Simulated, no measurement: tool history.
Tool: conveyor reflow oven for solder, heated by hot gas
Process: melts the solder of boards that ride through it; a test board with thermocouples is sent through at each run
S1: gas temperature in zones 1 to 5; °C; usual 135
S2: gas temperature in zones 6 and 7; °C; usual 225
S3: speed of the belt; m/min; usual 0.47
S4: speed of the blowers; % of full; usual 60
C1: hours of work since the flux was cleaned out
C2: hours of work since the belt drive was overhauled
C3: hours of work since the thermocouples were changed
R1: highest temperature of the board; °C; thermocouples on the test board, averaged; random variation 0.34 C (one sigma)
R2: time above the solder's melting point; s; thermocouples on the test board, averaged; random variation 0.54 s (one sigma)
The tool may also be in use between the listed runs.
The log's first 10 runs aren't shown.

| run | hour | S1 | S2 | S3 | S4 | C1 | C2 | C3 | R1 | R2 |
|---|---|---|---|---|---|---|---|---|---|---|
| 11 | 163 | 135 | 225 | 0.47 | 60 | 101 | 101 | 259 | 199.7 | 35.4 |
| 12 | 174 | 135 | 225 | 0.47 | 60 | 107 | 107 | 264 | 199.6 | 36.1 |
| 13 | 187.8 | 121 | 225 | 0.47 | 60 | 114 | 114 | 272 | 196.4 | 26.6 |
| 14 | 202.9 | 121 | 225 | 0.47 | 60 | 122 | 122 | 280 | 196.3 | 26.6 |
| 15 | 218.8 | 138 | 225 | 0.47 | 60 | 131 | 131 | 288 | 200.6 | 37.6 |
| 16 | 235.7 | 138 | 225 | 0.443 | 60 | 139 | 139 | 297 | 202.5 | 43.5 |
| 17 | 247.3 | 122 | 225 | 0.443 | 51 | 146 | 146 | 303 | 194.4 | 25.8 |
| 18 | 263 | 135 | 225 | 0.47 | 55 | 154 | 154 | 311 | 196.8 | 31.6 |
| 19 | 284.2 | 135 | 225 | 0.47 | 55 | 165 | 165 | 322 | 197.2 | 32.5 |
| 20 | 302 | 135 | 234 | 0.47 | 83 | 174 | 174 | 332 | 213.6 | 53.1 |
| 21 | 315.3 | 135 | 226 | 0.447 | 79 | 181 | 181 | 339 | 208.2 | 49.4 |
| 22 | 337.2 | 135 | 226 | 0.447 | 79 | 193 | 193 | 350 | 207.9 | 49.4 |

Forecast run 23:
| 23 | 359.7 | 135 | 226 | 0.447 | 79 | 205 | 205 | 362 | ? | ? |

R1: 207.2 °C
R2: 48.9 s
Without the tool's hidden state the same run would have given R1 208.7 °C, R2 50.8 s.

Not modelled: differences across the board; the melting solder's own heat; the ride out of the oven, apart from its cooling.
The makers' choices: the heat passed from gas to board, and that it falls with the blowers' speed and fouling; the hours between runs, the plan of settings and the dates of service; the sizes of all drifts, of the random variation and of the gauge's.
